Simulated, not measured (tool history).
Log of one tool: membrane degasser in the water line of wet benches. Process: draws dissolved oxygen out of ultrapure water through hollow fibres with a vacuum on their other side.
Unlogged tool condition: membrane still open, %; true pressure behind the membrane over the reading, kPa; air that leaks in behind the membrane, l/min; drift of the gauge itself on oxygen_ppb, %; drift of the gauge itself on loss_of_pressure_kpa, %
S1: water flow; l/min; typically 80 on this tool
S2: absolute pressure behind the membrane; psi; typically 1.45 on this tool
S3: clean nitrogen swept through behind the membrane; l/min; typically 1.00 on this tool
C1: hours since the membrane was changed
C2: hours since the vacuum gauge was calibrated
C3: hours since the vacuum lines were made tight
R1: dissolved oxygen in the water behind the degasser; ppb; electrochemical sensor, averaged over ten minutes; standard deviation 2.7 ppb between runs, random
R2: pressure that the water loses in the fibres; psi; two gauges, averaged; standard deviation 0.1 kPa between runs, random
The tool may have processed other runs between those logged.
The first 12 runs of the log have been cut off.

run,hour,S1,S2,S3,C1,C2,C3,R1,R2
13,506.4,80,3.23,1.00,880,3220,4468,2097.6,4.325
14,535.8,80,1.10,1.00,909,3249,4497,587.1,4.309
15,588.4,75,1.45,1.00,962,3301,4550,833.0,4.041
16,624.4,80,1.45,1.00,998,3338,4586,873.4,4.312
17,668.6,80,3.25,1.00,1042,3382,4630,2111.1,4.324
18,695.4,80,2.03,2.04,1069,3409,4657,803.3,4.342
19,744.5,78,3.52,2.56,1118,3458,4706,1195.6,4.219
20,779.6,104,0.94,0.94,1153,3493,4741,560.8,5.625
21,802.9,92,1.45,0.48,1176,3516,4764,1402.4,4.976
22,829.4,52,1.45,1.22,1203,3542,4791,563.3,2.822
23,859.2,75,1.45,2.65,1232,3572,4821,409.4,4.090
24,906.7,75,1.45,2.65,1280,3620,4868,409.9,4.049
25,941.6,75,1.45,2.65,1315,3655,4903,407.0,4.064
26,968.7,75,1.45,2.65,1342,3682,4930,409.5,4.052
27,1019.7,49,2.34,2.34,1393,3733,4981,574.9,2.669
# hour 1030.9: seals of the vacuum lines changed
28,1054.0,127,2.34,2.34,1425,3765,23,1205.4,6.868
29,1105.7,107,2.34,2.34,1477,3817,75,1064.3,5.786
30,1138.5,121,2.41,1.66,1510,3850,108,1497.6,6.563
31,1176.2,121,2.41,1.66,1547,3887,145,1492.9,6.601
32,1206.1,121,2.41,1.66,1577,3917,175,1499.5,6.550
33,1258.2,121,2.41,1.66,1629,3969,227,1506.6,6.553

Below are 3 alternative next runs, each starting from the tool's condition after run 33. Predict each:
A,1280.6,80,3.03,1.67,1652,3992,250,?,?
B,1280.6,60,3.35,2.20,1652,3992,250,?,?
C,1280.6,105,1.45,1.69,1652,3992,250,?,?

run,R1,R2
A,1434.3,4.321
B,1048.8,3.262
C,744.3,5.719
Take away the tool's hidden state, keep each run's random variation, and the runs would have read:
run,R1,R2
A,1414.7,4.261
B,1035.6,3.217
C,716.0,5.641
